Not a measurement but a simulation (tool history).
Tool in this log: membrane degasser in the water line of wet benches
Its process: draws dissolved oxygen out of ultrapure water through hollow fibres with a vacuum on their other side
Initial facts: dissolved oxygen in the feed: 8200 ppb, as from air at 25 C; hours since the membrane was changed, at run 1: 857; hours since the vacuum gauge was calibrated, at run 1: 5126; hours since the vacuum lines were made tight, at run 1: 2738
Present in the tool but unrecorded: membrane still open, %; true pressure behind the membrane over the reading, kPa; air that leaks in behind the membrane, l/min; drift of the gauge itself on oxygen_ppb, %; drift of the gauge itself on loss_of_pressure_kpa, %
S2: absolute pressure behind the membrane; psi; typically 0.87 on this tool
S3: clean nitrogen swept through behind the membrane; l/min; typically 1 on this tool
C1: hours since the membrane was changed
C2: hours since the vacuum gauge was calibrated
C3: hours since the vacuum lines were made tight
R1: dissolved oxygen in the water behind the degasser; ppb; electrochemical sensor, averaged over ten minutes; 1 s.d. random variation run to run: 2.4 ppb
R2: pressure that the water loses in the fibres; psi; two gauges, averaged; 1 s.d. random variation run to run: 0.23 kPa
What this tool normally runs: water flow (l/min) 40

Run 1, hour 0: usual settings; C1 857; C2 5126; C3 2738. Result: R1 238.4 ppb, R2 8.572 psi.
Run 2, hour 45.6: usual settings; C1 902; C2 5171; C3 2783. Result: R1 243.7 ppb, R2 8.553 psi.
Run 3, hour 130: usual settings but S2 0.586 psi; C1 987; C2 5256; C3 2868. Result: R1 89.8 ppb, R2 8.599 psi.
Run 4, hour 175.7: usual settings but water flow (l/min) 48; C1 1033; C2 5302; C3 2913. Result: R1 285.6 ppb, R2 10.256 psi.
Run 5, hour 242.9: usual settings but water flow (l/min) 48; C1 1100; C2 5369; C3 2981. Result: R1 286.1 ppb, R2 10.232 psi.
Run 6, hour 308.4: usual settings but water flow (l/min) 48; C1 1165; C2 5434; C3 3046. Result: R1 280.5 ppb, R2 10.241 psi.
Run 7, hour 356.4: usual settings but water flow (l/min) 48; C1 1213; C2 5482; C3 3094. Result: R1 285.4 ppb, R2 10.25 psi.
Run 8, hour 435: usual settings but S2 1.571 psi; C1 1292; C2 5561; C3 3173. Result: R1 594.4 ppb, R2 8.511 psi.
Run 9, hour 520.5: usual settings but water flow (l/min) 28; C1 1377; C2 5646; C3 3258. Result: R1 174.9 ppb, R2 6.032 psi.
Run 10, hour 604.7: usual settings but water flow (l/min) 28; C1 1462; C2 5731; C3 3342. Result: R1 177.4 ppb, R2 5.981 psi.
Run 11, hour 661.4: usual settings but water flow (l/min) 35; C1 1518; C2 5787; C3 3399. Result: R1 215.1 ppb, R2 7.519 psi.
Run 12, hour 711.1: usual settings but S3 0.76 l/min; C1 1568; C2 5837; C3 3449. Result: R1 293 ppb, R2 8.534 psi.
Run 13, hour 755.9: usual settings but S3 0.76 l/min; C1 1613; C2 5882; C3 3494. Result: R1 298.9 ppb, R2 8.496 psi.
Run 14, hour 829.5: usual settings but S3 0.76 l/min; C1 1686; C2 5955; C3 3567. Result: R1 288.8 ppb, R2 8.547 psi.
Run 15, hour 912.8: usual settings but S3 0.76 l/min; C1 1770; C2 6039; C3 3650. Result: R1 291 ppb, R2 8.522 psi.
Run 16, hour 977.5: usual settings; C1 1834; C2 6103; C3 3715. Result: R1 238.6 ppb, R2 8.556 psi.
Run 17, hour 1037.1: usual settings but S2 0.885 psi; C1 1894; C2 6163; C3 3775. Result: R1 245.8 ppb, R2 8.562 psi.
Run 18, hour 1130.3: usual settings but S2 0.875 psi, S3 0.82 l/min; C1 1987; C2 6256; C3 3868. Result: R1 277.9 ppb, R2 8.605 psi.
Run 19, hour 1216.6: usual settings but water flow (l/min) 43, S3 0.71 l/min; C1 2074; C2 6342; C3 3954. Result: R1 325.3 ppb, R2 9.211 psi.
Run 20, hour 1272.4: usual settings but water flow (l/min) 45, S2 1.401 psi; C1 2129; C2 6398; C3 4010. Result: R1 566.5 ppb, R2 9.649 psi.
Run 21, hour 1342.1: usual settings but water flow (l/min) 56, S2 1.534 psi, S3 2.72 l/min; C1 2199; C2 6468; C3 4080. Result: R1 366.2 ppb, R2 12.016 psi.
Run 22, hour 1435.9: usual settings but water flow (l/min) 56, S2 1.534 psi, S3 2.72 l/min; C1 2293; C2 6562; C3 4174. Result: R1 363.3 ppb, R2 12.029 psi.
Run 23, hour 1516.7: usual settings but water flow (l/min) 43, S2 1.836 psi; C1 2374; C2 6643; C3 4254. Result: R1 765.7 ppb, R2 9.169 psi.
Run 24, hour 1565.8: usual settings but water flow (l/min) 51, S3 0.94 l/min; C1 2423; C2 6692; C3 4304. Result: R1 311.6 ppb, R2 10.914 psi.
Run 25, hour 1641.4: usual settings but water flow (l/min) 24, S2 0.751 psi, S3 1.78 l/min; C1 2498; C2 6767; C3 4379. Result: R1 68.8 ppb, R2 5.163 psi.
Run 26, hour 1698.1: usual settings but water flow (l/min) 24, S2 0.751 psi, S3 1.78 l/min; C1 2555; C2 6824; C3 4436. Result: R1 67.9 ppb, R2 5.152 psi.
Run 27, hour 1754.5: usual settings but water flow (l/min) 48, S2 0.751 psi, S3 0.52 l/min; C1 2611; C2 6880; C3 4492. Result: R1 321.1 ppb, R2 10.237 psi.
Run 28, hour 1793.3: usual settings but S2 0.669 psi, S3 1.65 l/min; C1 2650; C2 6919; C3 4531. Result: R1 96.9 ppb, R2 8.517 psi.
Run 29, hour 1835.4: usual settings but water flow (l/min) 41, S2 1.453 psi; C1 2692; C2 6961; C3 4573. Result: R1 551.9 ppb, R2 8.752 psi.
Run 30, hour 1906.8: usual settings but water flow (l/min) 25, S2 1.44 psi, S3 0.64 l/min; C1 2764; C2 7033; C3 4645. Result: R1 501.7 ppb, R2 5.314 psi.
Run 31, hour 1999.9: usual settings but water flow (l/min) 32, S2 1.472 psi, S3 1.01 l/min; C1 2857; C2 7126; C3 4738. Result: R1 449.9 ppb, R2 6.873 psi.
Run 32, hour 2090.6: usual settings but water flow (l/min) 32, S2 1.472 psi, S3 1.01 l/min; C1 2947; C2 7216; C3 4828. Result: R1 444 ppb, R2 6.834 psi.
At hour 2112.6: seals of the vacuum lines changed.
Run 33, hour 2166: usual settings but water flow (l/min) 32, S2 1.472 psi, S3 1.01 l/min; C1 3021; C2 7290; C3 53. Result: R1 453.9 ppb, R2 6.888 psi.

For each entry between runs, how does the tool's hidden state at the last listed run before it compare with that at the first listed run after it?
After run 32, before run 33: seals of the vacuum lines changed (hour 2112.6)
  air that leaks in behind the membrane, l/min: 0.0022 -> 0.002
